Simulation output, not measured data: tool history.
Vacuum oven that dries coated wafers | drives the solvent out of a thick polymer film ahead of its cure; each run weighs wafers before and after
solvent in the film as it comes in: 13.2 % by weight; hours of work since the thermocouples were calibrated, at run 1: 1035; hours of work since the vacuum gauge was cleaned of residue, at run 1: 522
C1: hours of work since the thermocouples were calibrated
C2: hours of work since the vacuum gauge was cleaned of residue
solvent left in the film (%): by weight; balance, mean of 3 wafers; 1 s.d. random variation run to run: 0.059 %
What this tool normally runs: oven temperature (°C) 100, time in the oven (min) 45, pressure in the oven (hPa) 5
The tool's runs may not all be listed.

run 1 hour=0 | oven_temperature_(°C)=100 time_in_the_oven_(min)=45 pressure_in_the_oven_(hPa)=5 | C1=1035 C2=522 | solvent_left_in_the_film_(%)=2.93
run 2 hour=24.2 | oven_temperature_(°C)=100 time_in_the_oven_(min)=45 pressure_in_the_oven_(hPa)=5 | C1=1045 C2=532 | solvent_left_in_the_film_(%)=2.97
-- hour=42.8 oven's thermocouples calibrated
run 3 hour=42.8 | oven_temperature_(°C)=94 time_in_the_oven_(min)=45 pressure_in_the_oven_(hPa)=5 | C1=0 C2=539 | solvent_left_in_the_film_(%)=4.62
run 4 hour=70.2 | oven_temperature_(°C)=94 time_in_the_oven_(min)=45 pressure_in_the_oven_(hPa)=5 | C1=11 C2=550 | solvent_left_in_the_film_(%)=4.72
run 5 hour=105.7 | oven_temperature_(°C)=94 time_in_the_oven_(min)=45 pressure_in_the_oven_(hPa)=5 | C1=26 C2=565 | solvent_left_in_the_film_(%)=4.77
run 6 hour=141.6 | oven_temperature_(°C)=100 time_in_the_oven_(min)=45 pressure_in_the_oven_(hPa)=5 | C1=41 C2=579 | solvent_left_in_the_film_(%)=3
run 7 hour=176.3 | oven_temperature_(°C)=100 time_in_the_oven_(min)=45 pressure_in_the_oven_(hPa)=7.56 | C1=55 C2=594 | solvent_left_in_the_film_(%)=3.08
run 8 hour=203.6 | oven_temperature_(°C)=100 time_in_the_oven_(min)=45 pressure_in_the_oven_(hPa)=7.56 | C1=66 C2=605 | solvent_left_in_the_film_(%)=3.16
run 9 hour=239.5 | oven_temperature_(°C)=100 time_in_the_oven_(min)=49 pressure_in_the_oven_(hPa)=5 | C1=81 C2=620 | solvent_left_in_the_film_(%)=2.78
run 10 hour=270.4 | oven_temperature_(°C)=100 time_in_the_oven_(min)=49 pressure_in_the_oven_(hPa)=5 | C1=93 C2=632 | solvent_left_in_the_film_(%)=2.74
run 11 hour=300.3 | oven_temperature_(°C)=100 time_in_the_oven_(min)=49 pressure_in_the_oven_(hPa)=5 | C1=106 C2=645 | solvent_left_in_the_film_(%)=2.7
run 12 hour=323.5 | oven_temperature_(°C)=100 time_in_the_oven_(min)=49 pressure_in_the_oven_(hPa)=5 | C1=115 C2=654 | solvent_left_in_the_film_(%)=2.74
run 13 hour=340 | oven_temperature_(°C)=100 time_in_the_oven_(min)=49 pressure_in_the_oven_(hPa)=5 | C1=122 C2=661 | solvent_left_in_the_film_(%)=2.74
run 14 hour=358.2 | oven_temperature_(°C)=101 time_in_the_oven_(min)=49 pressure_in_the_oven_(hPa)=5 | C1=130 C2=668 | solvent_left_in_the_film_(%)=2.4
run 15 hour=387.5 | oven_temperature_(°C)=101 time_in_the_oven_(min)=49 pressure_in_the_oven_(hPa)=5 | C1=142 C2=680 | solvent_left_in_the_film_(%)=2.38
run 16 hour=420.6 | oven_temperature_(°C)=88 time_in_the_oven_(min)=29 pressure_in_the_oven_(hPa)=2.72 | C1=155 C2=694 | solvent_left_in_the_film_(%)=7.49
run 17 hour=456.5 | oven_temperature_(°C)=88 time_in_the_oven_(min)=29 pressure_in_the_oven_(hPa)=2.72 | C1=170 C2=709 | solvent_left_in_the_film_(%)=7.64
run 18 hour=479.4 | oven_temperature_(°C)=89 time_in_the_oven_(min)=59 pressure_in_the_oven_(hPa)=6.18 | C1=179 C2=718 | solvent_left_in_the_film_(%)=5.17
run 19 hour=516.5 | oven_temperature_(°C)=96 time_in_the_oven_(min)=36 pressure_in_the_oven_(hPa)=10.6 | C1=195 C2=734 | solvent_left_in_the_film_(%)=5.23
run 20 hour=541.7 | oven_temperature_(°C)=102 time_in_the_oven_(min)=36 pressure_in_the_oven_(hPa)=10.6 | C1=205 C2=744 | solvent_left_in_the_film_(%)=3.43
run 21 hour=576.2 | oven_temperature_(°C)=97 time_in_the_oven_(min)=36 pressure_in_the_oven_(hPa)=10.87 | C1=219 C2=758 | solvent_left_in_the_film_(%)=4.82
run 22 hour=614.8 | oven_temperature_(°C)=108 time_in_the_oven_(min)=36 pressure_in_the_oven_(hPa)=14.9 | C1=235 C2=774 | solvent_left_in_the_film_(%)=2.03
run 23 hour=648.4 | oven_temperature_(°C)=108 time_in_the_oven_(min)=36 pressure_in_the_oven_(hPa)=14.9 | C1=249 C2=788 | solvent_left_in_the_film_(%)=2.04
run 24 hour=665.1 | oven_temperature_(°C)=87 time_in_the_oven_(min)=38 pressure_in_the_oven_(hPa)=8.4 | C1=256 C2=795 | solvent_left_in_the_film_(%)=7.17
run 25 hour=687.8 | oven_temperature_(°C)=87 time_in_the_oven_(min)=38 pressure_in_the_oven_(hPa)=8.4 | C1=265 C2=804 | solvent_left_in_the_film_(%)=7.07
run 26 hour=703.8 | oven_temperature_(°C)=87 time_in_the_oven_(min)=38 pressure_in_the_oven_(hPa)=8.4 | C1=272 C2=810 | solvent_left_in_the_film_(%)=7.16
run 27 hour=731.1 | oven_temperature_(°C)=87 time_in_the_oven_(min)=38 pressure_in_the_oven_(hPa)=8.4 | C1=283 C2=822 | solvent_left_in_the_film_(%)=7.19

Each row is a separate what-if for the run after 27, all from the same tool condition, not one after another. Results?
run A hour=759 | oven_temperature_(°C)=110 time_in_the_oven_(min)=45 pressure_in_the_oven_(hPa)=10 | C1=294 C2=833 | solvent_left_in_the_film_(%)=?
run B hour=759 | oven_temperature_(°C)=87 time_in_the_oven_(min)=52 pressure_in_the_oven_(hPa)=4.11 | C1=294 C2=833 | solvent_left_in_the_film_(%)=?
run C hour=759 | oven_temperature_(°C)=108 time_in_the_oven_(min)=31 pressure_in_the_oven_(hPa)=6.23 | C1=294 C2=833 | solvent_left_in_the_film_(%)=?
run D hour=759 | oven_temperature_(°C)=108 time_in_the_oven_(min)=45 pressure_in_the_oven_(hPa)=3.94 | C1=294 C2=833 | solvent_left_in_the_film_(%)=?
run E hour=759 | oven_temperature_(°C)=87 time_in_the_oven_(min)=31 pressure_in_the_oven_(hPa)=8.4 | C1=294 C2=833 | solvent_left_in_the_film_(%)=?

run=A solvent_left_in_the_film_(%)=1.08
run=B solvent_left_in_the_film_(%)=6.14
run=C solvent_left_in_the_film_(%)=2.48
run=D solvent_left_in_the_film_(%)=1.3
run=E solvent_left_in_the_film_(%)=7.53
Without the tool's hidden state the same runs would have given:
run=A solvent_left_in_the_film_(%)=1.08
run=B solvent_left_in_the_film_(%)=6.14
run=C solvent_left_in_the_film_(%)=2.49
run=D solvent_left_in_the_film_(%)=1.3
run=E solvent_left_in_the_film_(%)=7.53

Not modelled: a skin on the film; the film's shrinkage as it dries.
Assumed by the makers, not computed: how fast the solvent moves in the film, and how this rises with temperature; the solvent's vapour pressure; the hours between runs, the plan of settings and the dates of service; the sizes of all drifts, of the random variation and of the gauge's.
